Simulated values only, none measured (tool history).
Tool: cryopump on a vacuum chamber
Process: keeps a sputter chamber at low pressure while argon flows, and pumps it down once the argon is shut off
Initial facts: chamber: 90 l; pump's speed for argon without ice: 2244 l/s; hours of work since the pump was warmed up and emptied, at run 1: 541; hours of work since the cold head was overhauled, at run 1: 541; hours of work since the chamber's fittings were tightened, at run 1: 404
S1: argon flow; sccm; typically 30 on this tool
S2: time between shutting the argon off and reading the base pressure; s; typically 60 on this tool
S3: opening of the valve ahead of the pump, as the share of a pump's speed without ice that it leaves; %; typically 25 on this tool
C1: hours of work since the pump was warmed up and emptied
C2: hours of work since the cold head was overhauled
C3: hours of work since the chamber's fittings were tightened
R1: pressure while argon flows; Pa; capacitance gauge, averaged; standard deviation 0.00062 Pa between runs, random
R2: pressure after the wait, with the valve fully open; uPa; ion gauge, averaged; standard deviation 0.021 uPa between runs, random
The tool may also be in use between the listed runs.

run	hour	S1	S2	S3	C1	C2	C3	R1	R2
1	0	30	60	25	541	541	404	0.0932	0.61
2	23.7	30	60	25	556	556	420	0.0948	0.68
3	42.9	30	60	25	569	569	432	0.0952	0.67
4	71.5	30	60	25	588	588	451	0.0939	0.67
5	97.4	13	60	25	604	604	468	0.0413	0.69
6	110.1	13	60	25	613	613	476	0.0411	0.64
7	139.2	13	60	25	632	632	495	0.0408	0.67
8	158.9	13	60	25	644	644	508	0.0412	0.69
9	187.4	30	60	25	663	663	526	0.0944	0.66
10	216.3	30	60	28	682	682	545	0.0849	0.69
11	240.5	30	60	28	697	697	561	0.0861	0.68
12	261.3	30	60	25	711	711	574	0.0942	0.69
13	291.4	30	60	25	731	731	594	0.095	0.74
14	314.6	30	60	25	746	746	609	0.0944	0.71
15	332.2	30	60	20	757	757	620	0.1186	0.74
16	362	30	60	25	776	776	640	0.0945	0.74
17	383.4	30	60	30	790	790	654	0.081	0.76
18	412.8	39	45	25	809	809	673	0.125	0.83
19	438.7	39	45	25	826	826	690	0.1252	0.92
20	466.9	44	58	43	845	845	708	0.0854	0.75
21	481.9	44	58	43	854	854	718	0.0851	0.81
22	500.4	44	58	43	866	866	730	0.0862	0.81
23	513.2	30	128	15	875	875	738	0.1561	0.65
24	535.6	30	128	15	889	889	753	0.1578	0.68
25	551.7	30	128	15	900	900	763	0.1574	0.61
26	564.7	15	128	20	908	908	772	0.0599	0.71
27	583.1	15	128	20	920	920	783	0.0591	0.66
28	601.4	15	128	20	932	932	795	0.06	0.66
29	629.8	15	127	20	951	951	814	0.0592	0.72
30	643	36	224	33	959	959	822	0.0892	0.63
31	655.6	22	224	35	967	967	831	0.0513	0.66

Some steps in R1, run to run, broken into two amounts with sign: the step expected even without the hidden condition (settings, incoming material, random variation), and the rest, left for the hidden condition together with whatever gauge scatter is not in both the measured and the hidden-condition-free result:
Hidden state present: pump's speed, % of a pump's without ice; cold plate's temperature, K; leak into the chamber, uPa l/s; drift of the gauge itself on working_pa, %; drift of the gauge itself on base_upa, %.
Run 8 -> 9: S1 13 -> 30. R1 +0.0532 Pa: hidden state +0.0024, all else +0.0508.
Run 22 -> 23: S1 44 -> 30, S2 58 -> 128, S3 43 -> 15. R1 +0.0699 Pa: hidden state -0.0027, all else +0.0726.
Run 25 -> 26: S1 30 -> 15, S3 15 -> 20. R1 -0.0975 Pa: hidden state -0.0031, all else -0.0944.
Run 29 -> 30: S1 15 -> 36, S2 127 -> 224, S3 20 -> 33. R1 +0.03 Pa: hidden state +0.0047, all else +0.0253.
Run 30 -> 31: S1 36 -> 22, S3 33 -> 35. R1 -0.0379 Pa: hidden state -0.003, all else -0.0349.
